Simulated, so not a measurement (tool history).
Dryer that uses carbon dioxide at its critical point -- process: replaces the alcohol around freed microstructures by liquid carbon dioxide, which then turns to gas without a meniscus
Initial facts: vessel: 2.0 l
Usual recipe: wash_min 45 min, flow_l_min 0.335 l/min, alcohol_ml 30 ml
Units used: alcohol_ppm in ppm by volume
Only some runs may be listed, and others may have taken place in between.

run	hour	wash_min	flow_l_min	alcohol_ml	alcohol_ppm
1	0	45	0.335	30	117
2	29.8	45	0.335	30	132
3	67.3	45	0.335	30	140
4	89.7	67	0.335	30	60
# hour 116: purifier's bed changed
5	123.7	67	0.335	30	16
6	162.8	67	0.335	30	21
7	185.1	36	0.223	22	691
8	209.2	34	0.417	35	146
9	246.2	45	0.425	35	38
# hour 271.5: inlet filter changed
10	276.8	45	0.425	35	24
11	309.9	32	0.555	35	37

Each row is a separate what-if for the run after 11, all from the same tool condition, not one after another. Results?
A	341.5	45	0.539	33	?
B	341.5	68	0.464	54	?
C	341.5	45	0.304	30	?
D	341.5	45	0.515	99	?
E	341.5	32	0.517	108	?

run	alcohol_ppm
A	17
B	6
C	103
D	23
E	123
Stripped of hidden state, with their random variation kept, the same runs would have yielded:
run	alcohol_ppm
A	6
B	0
C	84
D	11
E	100
